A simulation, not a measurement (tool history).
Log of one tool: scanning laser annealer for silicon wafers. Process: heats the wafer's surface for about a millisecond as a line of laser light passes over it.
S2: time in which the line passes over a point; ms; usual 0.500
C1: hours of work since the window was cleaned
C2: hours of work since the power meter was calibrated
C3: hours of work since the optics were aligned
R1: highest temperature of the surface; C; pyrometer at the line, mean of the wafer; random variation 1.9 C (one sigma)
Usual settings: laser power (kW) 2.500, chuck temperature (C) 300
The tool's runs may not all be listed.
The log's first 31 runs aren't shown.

{"run": 32, "day": 20.417, "laser power (kW)": 2.653, "S2": 0.497, "chuck temperature (C)": 337, "C1": 256, "C2": 742, "C3": 138, "R1": 1169}
{"run": 33, "day": 21.029, "laser power (kW)": 2.617, "S2": 0.537, "chuck temperature (C)": 305, "C1": 265, "C2": 751, "C3": 147, "R1": 1151}
{"run": 34, "day": 21.375, "laser power (kW)": 2.725, "S2": 0.475, "chuck temperature (C)": 305, "C1": 270, "C2": 756, "C3": 153, "R1": 1143}
{"run": 35, "day": 22.1, "laser power (kW)": 2.5, "S2": 0.554, "chuck temperature (C)": 300, "C1": 281, "C2": 767, "C3": 163, "R1": 1115}
{"run": 36, "day": 22.904, "laser power (kW)": 2.669, "S2": 0.611, "chuck temperature (C)": 325, "C1": 293, "C2": 779, "C3": 176, "R1": 1249}
{"run": 37, "day": 23.471, "laser power (kW)": 2.669, "S2": 0.611, "chuck temperature (C)": 325, "C1": 302, "C2": 788, "C3": 184, "R1": 1248}
{"run": 38, "day": 24.133, "laser power (kW)": 2.605, "S2": 0.501, "chuck temperature (C)": 294, "C1": 312, "C2": 798, "C3": 194, "R1": 1105}
{"run": 39, "day": 24.792, "laser power (kW)": 2.605, "S2": 0.501, "chuck temperature (C)": 294, "C1": 322, "C2": 808, "C3": 204, "R1": 1108}
{"run": 40, "day": 25.512, "laser power (kW)": 2.605, "S2": 0.501, "chuck temperature (C)": 294, "C1": 333, "C2": 819, "C3": 215, "R1": 1106}

Forecast each of these 4 alternatives for the next run:
{"run": "A", "day": 25.992, "laser power (kW)": 2.5, "S2": 0.5, "chuck temperature (C)": 268, "C1": 340, "C2": 826, "C3": 222, "R1": "?"}
{"run": "B", "day": 25.992, "laser power (kW)": 2.327, "S2": 0.352, "chuck temperature (C)": 300, "C1": 340, "C2": 826, "C3": 222, "R1": "?"}
{"run": "C", "day": 25.992, "laser power (kW)": 2.447, "S2": 0.501, "chuck temperature (C)": 294, "C1": 340, "C2": 826, "C3": 222, "R1": "?"}
{"run": "D", "day": 25.992, "laser power (kW)": 2.605, "S2": 0.55, "chuck temperature (C)": 294, "C1": 340, "C2": 826, "C3": 222, "R1": "?"}

run=A R1=1042
run=B R1=900
run=C R1=1047
run=D R1=1138
Without the tool's hidden state the same runs would have given:
run=A R1=1073
run=B R1=924
run=C R1=1077
run=D R1=1172
